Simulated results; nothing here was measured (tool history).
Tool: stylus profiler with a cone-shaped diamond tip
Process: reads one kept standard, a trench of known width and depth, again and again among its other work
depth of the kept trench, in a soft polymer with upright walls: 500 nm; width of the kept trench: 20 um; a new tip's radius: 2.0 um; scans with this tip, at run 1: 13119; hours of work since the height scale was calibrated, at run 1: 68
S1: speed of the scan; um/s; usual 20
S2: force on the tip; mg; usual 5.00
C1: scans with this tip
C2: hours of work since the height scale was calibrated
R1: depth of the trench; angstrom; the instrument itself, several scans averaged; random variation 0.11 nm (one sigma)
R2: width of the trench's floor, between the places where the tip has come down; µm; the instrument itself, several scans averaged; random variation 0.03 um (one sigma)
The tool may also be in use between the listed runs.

Run 1, hour 0.0: usual settings; C1 13119; C2 68. Result: R1 5059.2 angstrom, R2 16.22 µm.
Run 2, hour 55.1: usual settings; C1 13388; C2 95. Result: R1 5061.3 angstrom, R2 16.22 µm.
Run 3, hour 114.0: usual settings; C1 13676; C2 124. Result: R1 5061.8 angstrom, R2 16.16 µm.
Run 4, hour 166.6: usual settings; C1 13933; C2 150. Result: R1 5064.1 angstrom, R2 16.14 µm.
Run 5, hour 218.7: usual settings; C1 14187; C2 176. Result: R1 5062.2 angstrom, R2 16.14 µm.
Run 6, hour 248.5: usual settings but S1 55 um/s; C1 14333; C2 191. Result: R1 5063.3 angstrom, R2 16.07 µm.
Run 7, hour 279.5: usual settings but S1 55 um/s; C1 14484; C2 206. Result: R1 5061.7 angstrom, R2 16.02 µm.
Run 8, hour 315.5: usual settings but S1 55 um/s; C1 14660; C2 224. Result: R1 5063.1 angstrom, R2 15.97 µm.
Run 9, hour 385.0: usual settings but S1 55 um/s; C1 15000; C2 258. Result: R1 5064.5 angstrom, R2 15.99 µm.
Run 10, hour 432.5: usual settings but S1 55 um/s; C1 15232; C2 282. Result: R1 5063.6 angstrom, R2 15.98 µm.
Run 11, hour 495.4: usual settings but S1 10 um/s; C1 15540; C2 313. Result: R1 5064.1 angstrom, R2 16.06 µm.
Run 12, hour 536.7: usual settings but S1 10 um/s; C1 15742; C2 333. Result: R1 5063.0 angstrom, R2 16.03 µm.
Run 13, hour 581.0: usual settings but S1 10 um/s; C1 15958; C2 355. Result: R1 5066.4 angstrom, R2 16.16 µm.
Run 14, hour 624.7: usual settings but S1 48 um/s; C1 16172; C2 377. Result: R1 5064.7 angstrom, R2 15.94 µm.
Run 15, hour 685.1: usual settings; C1 16467; C2 407. Result: R1 5067.2 angstrom, R2 15.97 µm.
Run 16, hour 751.0: usual settings but S2 2.80 mg; C1 16789; C2 439. Result: R1 5046.7 angstrom, R2 15.97 µm.
Run 17, hour 803.1: usual settings but S1 14 um/s, S2 2.62 mg; C1 17044; C2 465. Result: R1 5046.9 angstrom, R2 15.98 µm.
At hour 808.3: height scale calibrated on a step standard.
Run 18, hour 845.2: usual settings but S1 14 um/s, S2 2.62 mg; C1 17247; C2 18. Result: R1 5051.9 angstrom, R2 16.00 µm.
Run 19, hour 880.0: usual settings but S1 67 um/s, S2 12.05 mg; C1 17417; C2 35. Result: R1 5118.6 angstrom, R2 15.85 µm.
Run 20, hour 952.2: usual settings but S1 11 um/s, S2 5.78 mg; C1 17770; C2 71. Result: R1 5077.8 angstrom, R2 15.97 µm.
Run 21, hour 987.4: usual settings but S1 11 um/s, S2 2.00 mg; C1 17942; C2 89. Result: R1 5044.5 angstrom, R2 15.91 µm.
Run 22, hour 1034.7: usual settings but S1 65 um/s, S2 3.12 mg; C1 18173; C2 112. Result: R1 5055.4 angstrom, R2 15.70 µm.
Run 23, hour 1084.8: usual settings but S1 65 um/s, S2 3.12 mg; C1 18418; C2 137. Result: R1 5056.9 angstrom, R2 15.69 µm.
Run 24, hour 1151.4: usual settings but S1 15 um/s, S2 5.70 mg; C1 18743; C2 170. Result: R1 5080.0 angstrom, R2 15.88 µm.
Run 25, hour 1206.1: usual settings but S1 14 um/s, S2 13.24 mg; C1 19011; C2 197. Result: R1 5126.5 angstrom, R2 15.89 µm.
At hour 1210.4: height scale calibrated on a step standard, once more.
Run 26, hour 1246.5: usual settings but S1 49 um/s, S2 4.17 mg; C1 19206; C2 18. Result: R1 5051.1 angstrom, R2 15.72 µm.
Run 27, hour 1297.6: usual settings but S1 49 um/s, S2 4.17 mg; C1 19456; C2 43. Result: R1 5051.0 angstrom, R2 15.66 µm.
Run 28, hour 1334.7: usual settings but S1 29 um/s; C1 19637; C2 61. Result: R1 5058.0 angstrom, R2 15.77 µm.
Run 29, hour 1381.9: usual settings but S1 24 um/s, S2 1.87 mg; C1 19867; C2 85. Result: R1 5029.1 angstrom, R2 15.72 µm.
Run 30, hour 1424.9: usual settings but S1 24 um/s, S2 1.87 mg; C1 20077; C2 106. Result: R1 5030.6 angstrom, R2 15.69 µm.
Run 31, hour 1473.0: usual settings but S1 14 um/s, S2 1.87 mg; C1 20313; C2 130. Result: R1 5031.4 angstrom, R2 15.79 µm.
Run 32, hour 1504.7: usual settings but S1 8 um/s, S2 13.27 mg; C1 20468; C2 145. Result: R1 5112.9 angstrom, R2 15.85 µm.

Measured less the same run without the tool's hidden state. The same run-to-run variation is in both; the gauge's scatter may not be:
The hidden state here: radius of the tip, um; height scale over the true one, %; drift of the gauge itself on depth_nm, %; drift of the gauge itself on floor_um, %.
run     R1     R2
  1   +2.2  -1.04
  2   +2.7  -1.07
  3   +3.1  -1.08
  4   +3.5  -1.10
  5   +4.0  -1.12
  6   +4.2  -1.12
  7   +4.4  -1.14
  8   +4.8  -1.15
  9   +5.3  -1.17
 10   +5.6  -1.18
 11   +6.2  -1.21
 12   +6.5  -1.22
 13   +6.9  -1.23
 14   +7.3  -1.25
 15   +7.6  -1.27
 16   +8.2  -1.29
 17   +8.6  -1.30
 18  +12.8  -1.32
 19  +13.2  -1.33
 20  +13.8  -1.36
 21  +13.9  -1.37
 22  +14.3  -1.38
 23  +14.7  -1.39
 24  +15.3  -1.41
 25  +16.0  -1.43
 26   -0.4  -1.44
 27   +0.1  -1.47
 28   +0.3  -1.47
 29   +0.8  -1.49
 30   +1.1  -1.50
 31   +1.5  -1.52
 32   +1.8  -1.52
